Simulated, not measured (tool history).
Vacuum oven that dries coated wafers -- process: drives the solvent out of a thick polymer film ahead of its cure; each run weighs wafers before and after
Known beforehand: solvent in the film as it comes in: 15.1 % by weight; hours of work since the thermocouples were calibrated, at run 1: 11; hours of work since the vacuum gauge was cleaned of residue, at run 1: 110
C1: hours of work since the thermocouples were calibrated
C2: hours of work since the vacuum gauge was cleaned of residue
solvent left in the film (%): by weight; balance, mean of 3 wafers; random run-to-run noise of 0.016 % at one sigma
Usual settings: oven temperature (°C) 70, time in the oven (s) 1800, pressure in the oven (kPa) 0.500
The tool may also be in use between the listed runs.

Run 1, hour 0.0: usual settings; C1 11; C2 110. Result: solvent left in the film (%) 0.93.
Run 2, hour 7.7: usual settings but oven temperature (°C) 72; C1 15; C2 115. Result: solvent left in the film (%) 0.76.
Run 3, hour 19.1: usual settings but oven temperature (°C) 72; C1 22; C2 121. Result: solvent left in the film (%) 0.74.
Run 4, hour 26.2: usual settings but oven temperature (°C) 72; C1 26; C2 125. Result: solvent left in the film (%) 0.72.
Run 5, hour 39.7: usual settings but oven temperature (°C) 72, time in the oven (s) 1680; C1 33; C2 132. Result: solvent left in the film (%) 0.88.
Run 6, hour 46.7: usual settings but time in the oven (s) 1560; C1 37; C2 136. Result: solvent left in the film (%) 1.29.
Run 7, hour 53.7: usual settings but time in the oven (s) 1080; C1 41; C2 140. Result: solvent left in the film (%) 2.52.
Run 8, hour 65.5: usual settings but time in the oven (s) 1080; C1 48; C2 147. Result: solvent left in the film (%) 2.46.
Run 9, hour 75.7: usual settings but time in the oven (s) 1080; C1 53; C2 152. Result: solvent left in the film (%) 2.51.
Run 10, hour 83.7: usual settings; C1 58; C2 157. Result: solvent left in the film (%) 0.93.
Run 11, hour 91.3: usual settings but oven temperature (°C) 79, time in the oven (s) 900; C1 62; C2 161. Result: solvent left in the film (%) 1.60.
Run 12, hour 97.9: usual settings but oven temperature (°C) 56, time in the oven (s) 900, pressure in the oven (kPa) 0.350; C1 66; C2 165. Result: solvent left in the film (%) 6.38.
Run 13, hour 104.1: usual settings but oven temperature (°C) 56, time in the oven (s) 3180, pressure in the oven (kPa) 1.714; C1 69; C2 168. Result: solvent left in the film (%) 2.01.
Run 14, hour 114.5: usual settings but oven temperature (°C) 69, time in the oven (s) 900, pressure in the oven (kPa) 1.263; C1 75; C2 174. Result: solvent left in the film (%) 3.62.
Run 15, hour 127.6: usual settings but oven temperature (°C) 67, pressure in the oven (kPa) 0.303; C1 82; C2 181. Result: solvent left in the film (%) 1.29.
Run 16, hour 139.4: usual settings but oven temperature (°C) 84, time in the oven (s) 3060, pressure in the oven (kPa) 1.578; C1 89; C2 188. Result: solvent left in the film (%) 0.25.
Run 17, hour 146.2: usual settings but time in the oven (s) 3000; C1 92; C2 192. Result: solvent left in the film (%) 0.27.
Run 18, hour 158.6: usual settings but oven temperature (°C) 65, time in the oven (s) 2880; C1 99; C2 198. Result: solvent left in the film (%) 0.56.
Run 19, hour 167.9: usual settings but oven temperature (°C) 65, time in the oven (s) 1020, pressure in the oven (kPa) 0.441; C1 104; C2 204. Result: solvent left in the film (%) 3.75.
Run 20, hour 176.5: usual settings but oven temperature (°C) 68, time in the oven (s) 1620, pressure in the oven (kPa) 0.666; C1 109; C2 208. Result: solvent left in the film (%) 1.53.

5 options for the next run, each taken on its own from the tool as it stands now. Forecast them:
Run A, hour 190.4: usual settings but oven temperature (°C) 68, time in the oven (s) 1260, pressure in the oven (kPa) 0.843; C1 117; C2 216. Result: solvent left in the film (%) ?.
Run B, hour 190.4: usual settings but oven temperature (°C) 60; C1 117; C2 216. Result: solvent left in the film (%) ?.
Run C, hour 190.4: usual settings but oven temperature (°C) 64, time in the oven (s) 1020, pressure in the oven (kPa) 0.922; C1 117; C2 216. Result: solvent left in the film (%) ?.
Run D, hour 190.4: usual settings but pressure in the oven (kPa) 0.881; C1 117; C2 216. Result: solvent left in the film (%) ?.
Run E, hour 190.4: usual settings but oven temperature (°C) 68, time in the oven (s) 1620, pressure in the oven (kPa) 1.757; C1 117; C2 216. Result: solvent left in the film (%) ?.

run  solvent left in the film (%)
  A                          2.41
  B                          2.53
  C                          4.14
  D                          1.04
  E                          1.83
Without the tool's unlogged condition, the same runs would have read:
run  solvent left in the film (%)
  A                          2.41
  B                          2.53
  C                          4.13
  D                          1.04
  E                          1.83
